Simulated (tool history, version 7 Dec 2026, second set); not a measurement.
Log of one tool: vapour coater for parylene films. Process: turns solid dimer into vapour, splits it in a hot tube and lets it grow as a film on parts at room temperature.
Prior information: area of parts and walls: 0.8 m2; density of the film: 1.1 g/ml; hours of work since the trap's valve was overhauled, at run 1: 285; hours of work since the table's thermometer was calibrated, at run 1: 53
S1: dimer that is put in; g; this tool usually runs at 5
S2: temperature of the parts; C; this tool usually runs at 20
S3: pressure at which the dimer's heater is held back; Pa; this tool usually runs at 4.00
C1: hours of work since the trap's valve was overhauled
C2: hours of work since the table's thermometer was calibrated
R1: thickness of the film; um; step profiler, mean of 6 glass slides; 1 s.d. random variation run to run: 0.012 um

run,day,S1,S2,S3,C1,C2,R1
1,0.000,5,20,4.00,285,53,3.12
2,0.729,5,20,4.00,293,62,3.10
3,1.358,5,20,4.00,301,69,3.12
4,1.983,5,20,4.00,308,76,3.10
5,2.721,5,20,4.00,317,85,3.12
6,3.425,5,20,4.00,325,93,3.09
7,3.833,5,20,4.00,330,98,3.10
8,4.396,5,20,4.00,337,105,3.11
9,4.821,3,20,4.00,342,110,1.86
10,5.325,5,20,4.00,348,116,3.09
11,6.108,5,20,4.00,357,125,3.10
12,6.779,5,20,4.00,365,133,3.10
13,7.196,5,20,4.00,370,138,3.08
14,7.967,3,14,10.64,379,147,1.94
15,8.554,3,14,10.64,386,154,1.93
16,9.242,5,18,3.77,394,162,3.43
17,10.042,2,18,2.68,403,172,1.48
18,10.921,2,18,2.68,414,182,1.48
19,11.758,6,18,5.94,424,192,3.68
20,12.175,6,18,5.94,429,197,3.69
21,13.121,4,19,4.00,440,208,2.57
22,13.646,5,13,4.98,446,214,4.04
23,14.592,5,13,4.98,457,225,4.01
24,15.342,6,20,4.88,466,234,3.49
25,16.046,5,20,2.79,474,242,3.31
26,16.704,8,20,3.23,482,250,5.15

Here are 5 independent what-if runs from the current tool condition. What would each one return?
A,17.421,8,20,5.81,491,259,?
B,17.421,3,14,6.19,491,259,?
C,17.421,8,28,3.23,491,259,?
D,17.421,3,20,4.99,491,259,?
E,17.421,3,27,6.50,491,259,?

run,R1
A,4.49
B,2.16
C,3.58
D,1.77
E,1.18
Had the tool no hidden state, the same runs would have come out as:
run,R1
A,4.58
B,2.20
C,3.64
D,1.80
E,1.21
